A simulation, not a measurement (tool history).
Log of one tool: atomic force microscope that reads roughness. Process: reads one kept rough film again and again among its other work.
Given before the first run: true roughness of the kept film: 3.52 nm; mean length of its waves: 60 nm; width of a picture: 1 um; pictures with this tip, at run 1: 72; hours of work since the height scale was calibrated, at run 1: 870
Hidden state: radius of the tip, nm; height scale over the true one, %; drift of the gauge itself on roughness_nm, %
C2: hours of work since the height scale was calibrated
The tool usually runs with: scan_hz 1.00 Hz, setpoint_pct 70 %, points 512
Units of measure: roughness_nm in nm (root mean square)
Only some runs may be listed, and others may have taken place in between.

Run 1, hour 0.0: usual settings; pictures with this tip 72; C2 870. Result: roughness_nm 3.154 nm (root mean square).
Run 2, hour 27.7: usual settings; pictures with this tip 135; C2 891. Result: roughness_nm 3.060 nm (root mean square).
Run 3, hour 60.2: usual settings; pictures with this tip 208; C2 914. Result: roughness_nm 3.008 nm (root mean square).
Run 4, hour 85.3: usual settings; pictures with this tip 265; C2 933. Result: roughness_nm 2.940 nm (root mean square).
Run 5, hour 99.6: usual settings but scan_hz 1.85 Hz; pictures with this tip 297; C2 943. Result: roughness_nm 2.823 nm (root mean square).
At hour 102.3: height scale calibrated on a step standard.
Run 6, hour 121.8: usual settings but scan_hz 1.85 Hz; pictures with this tip 345; C2 14. Result: roughness_nm 2.761 nm (root mean square).
At hour 133.5: new tip fitted.
Run 7, hour 138.6: usual settings but scan_hz 1.85 Hz; pictures with this tip 11; C2 26. Result: roughness_nm 3.120 nm (root mean square).
Run 8, hour 158.8: usual settings but points 323; pictures with this tip 57; C2 41. Result: roughness_nm 3.183 nm (root mean square).
Run 9, hour 181.9: usual settings but setpoint_pct 63 %; pictures with this tip 109; C2 58. Result: roughness_nm 3.181 nm (root mean square).
Run 10, hour 206.7: usual settings but scan_hz 2.57 Hz; pictures with this tip 165; C2 76. Result: roughness_nm 2.868 nm (root mean square).
Run 11, hour 235.7: usual settings but scan_hz 3.97 Hz, setpoint_pct 86 %, points 763; pictures with this tip 231; C2 97. Result: roughness_nm 2.212 nm (root mean square).
At hour 246.1: height scale calibrated on a step standard, once more.
Run 12, hour 254.4: usual settings but scan_hz 2.17 Hz, setpoint_pct 69 %, points 540; pictures with this tip 270; C2 6. Result: roughness_nm 2.793 nm (root mean square).
Run 13, hour 274.0: usual settings but scan_hz 1.60 Hz, setpoint_pct 58 %, points 540; pictures with this tip 315; C2 20. Result: roughness_nm 2.925 nm (root mean square).

Predict each of these 4 candidate next runs independently; none follows another, all start after run 13:
Run A, hour 291.5: usual settings but scan_hz 0.91 Hz, setpoint_pct 72 %, points 882; pictures with this tip 354; C2 33. Result: roughness_nm ?.
Run B, hour 291.5: usual settings but scan_hz 1.60 Hz, points 263; pictures with this tip 354; C2 33. Result: roughness_nm ?.
Run C, hour 291.5: usual settings but scan_hz 1.02 Hz, setpoint_pct 80 %, points 826; pictures with this tip 354; C2 33. Result: roughness_nm ?.
Run D, hour 291.5: usual settings but scan_hz 1.45 Hz, setpoint_pct 72 %, points 499; pictures with this tip 354; C2 33. Result: roughness_nm ?.

run  roughness_nm
  A         2.866
  B         2.769
  C         2.768
  D         2.820
With no hidden state in the tool, these same runs would have given:
run  roughness_nm
  A         3.232
  B         3.124
  C         3.122
  D         3.180
